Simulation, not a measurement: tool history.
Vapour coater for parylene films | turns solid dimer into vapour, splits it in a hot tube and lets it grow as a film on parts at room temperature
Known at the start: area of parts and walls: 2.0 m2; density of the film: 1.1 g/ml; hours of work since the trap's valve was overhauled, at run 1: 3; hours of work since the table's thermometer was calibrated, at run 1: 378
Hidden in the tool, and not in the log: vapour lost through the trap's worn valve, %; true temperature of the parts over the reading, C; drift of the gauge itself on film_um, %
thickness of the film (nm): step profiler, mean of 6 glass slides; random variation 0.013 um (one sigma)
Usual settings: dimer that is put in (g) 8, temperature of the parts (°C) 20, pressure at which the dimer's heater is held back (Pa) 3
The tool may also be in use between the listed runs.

run,hour,dimer that is put in (g),temperature of the parts (°C),pressure at which the dimer's heater is held back (Pa),hours of work since the trap's valve was overhauled,hours of work since the table's thermometer was calibrated,thickness of the film (nm)
1,0,8,20,3,3,378,1760
2,18.1,5,20,3,11,386,1090
3,42.7,8,20,2.95,22,397,1750
4,60.7,8,20,2.95,30,405,1760
5,84.1,8,20,9.2,40,415,1510
6,109.4,4,20,9.2,51,426,780
7,127,8,19,3,58,433,1820
8,151,8,19,3,69,444,1790
9,167.5,8,19,3,76,451,1780
10,178.6,8,19,3,81,456,1820
11,204.9,8,19,3,92,467,1810
12,227.8,8,19,3,102,477,1790
13,253.1,8,19,3,113,488,1770
14,272.3,8,19,3,121,496,1830
15,298.2,8,19,3,133,508,1780
16,316.4,13,15,11.83,140,516,2980
17,341,11,15,11.83,151,526,2530
18,367.2,11,20,3,162,538,2330
19,383.2,11,20,3,169,545,2320
20,408.7,8,26,6.1,180,556,1150
21,428.6,8,26,6.1,189,564,1140
22,443.6,6,15,6.1,196,571,1450
23,460.5,6,15,6.1,203,578,1470
24,471.8,8,31,3,208,583,990
25,484.4,3,25,3.96,213,589,470
26,503.7,3,25,3.96,222,597,490
27,519.9,4,23,10.12,229,604,630

3 ways to go on from here, each from the tool as it stands after run 27. What would each give?
A,533.4,3,23,2,235,610,?
B,533.4,8,27,2.18,235,610,?
C,533.4,6,20,3,235,610,?

run,thickness of the film (nm)
A,570
B,1240
C,1240
Without the tool's hidden state the same runs would have given:
run,thickness of the film (nm)
A,610
B,1320
C,1320
